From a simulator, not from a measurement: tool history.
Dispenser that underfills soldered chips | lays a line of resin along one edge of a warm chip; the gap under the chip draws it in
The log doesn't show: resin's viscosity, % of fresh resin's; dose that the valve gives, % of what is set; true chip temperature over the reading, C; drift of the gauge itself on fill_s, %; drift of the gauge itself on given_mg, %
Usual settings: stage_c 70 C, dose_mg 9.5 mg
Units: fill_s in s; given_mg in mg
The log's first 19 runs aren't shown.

| run | hour | stage_c | dose_mg | hours of work since the syringe was changed | hours of work since the valve was cleaned | hours of work since the stage was calibrated | fill_s | given_mg |
|---|---|---|---|---|---|---|---|---|
| 20 | 77.2 | 62 | 8.75 | 5 | 14 | 164 | 170.2 | 8.63 |
| 21 | 81.2 | 72 | 10.52 | 8 | 17 | 167 | 127.5 | 10.34 |
|  | 85.5 | new syringe of resin |
| 22 | 86.8 | 72 | 10.52 | 1 | 21 | 171 | 70 | 10.35 |
| 23 | 91.5 | 72 | 10.52 | 4 | 25 | 174 | 93.9 | 10.33 |
| 24 | 94 | 70 | 11.77 | 6 | 27 | 176 | 121.9 | 11.53 |
| 25 | 97.5 | 70 | 11.77 | 9 | 29 | 179 | 152 | 11.51 |
|  | 100.4 | new syringe of resin |
| 26 | 102 | 76 | 11.36 | 1 | 32 | 182 | 59 | 11.08 |
| 27 | 105.1 | 56 | 11.31 | 4 | 35 | 184 | 201.9 | 11.07 |
| 28 | 107.6 | 75 | 9.57 | 5 | 36 | 186 | 90.3 | 9.32 |
| 29 | 111.2 | 67 | 8.19 | 8 | 39 | 189 | 178 | 7.99 |
|  | 115.6 | new syringe of resin |
| 30 | 117 | 67 | 8.19 | 1 | 43 | 193 | 95.6 | 7.96 |
| 31 | 122.5 | 68 | 8.45 | 5 | 47 | 197 | 129.6 | 8.18 |

Forecast each of these 5 alternatives for the next run:
| A | 126.7 | 62 | 8.32 | 8 | 50 | 200 | ? | ? |
| B | 126.7 | 72 | 11.72 | 8 | 50 | 200 | ? | ? |
| C | 126.7 | 68 | 10.89 | 8 | 50 | 200 | ? | ? |
| D | 126.7 | 57 | 8.45 | 8 | 50 | 200 | ? | ? |
| E | 126.7 | 72 | 8.97 | 8 | 50 | 200 | ? | ? |

| run | fill_s | given_mg |
|---|---|---|
| A | 230.4 | 8.06 |
| B | 132.2 | 11.35 |
| C | 165.8 | 10.54 |
| D | 306.5 | 8.17 |
| E | 135.6 | 8.64 |
Without the tool's hidden state the same runs would have given:
| run | fill_s | given_mg |
|---|---|---|
| A | 107.7 | 8.33 |
| B | 62.4 | 11.73 |
| C | 78.2 | 10.89 |
| D | 143.8 | 8.45 |
| E | 63.9 | 8.93 |

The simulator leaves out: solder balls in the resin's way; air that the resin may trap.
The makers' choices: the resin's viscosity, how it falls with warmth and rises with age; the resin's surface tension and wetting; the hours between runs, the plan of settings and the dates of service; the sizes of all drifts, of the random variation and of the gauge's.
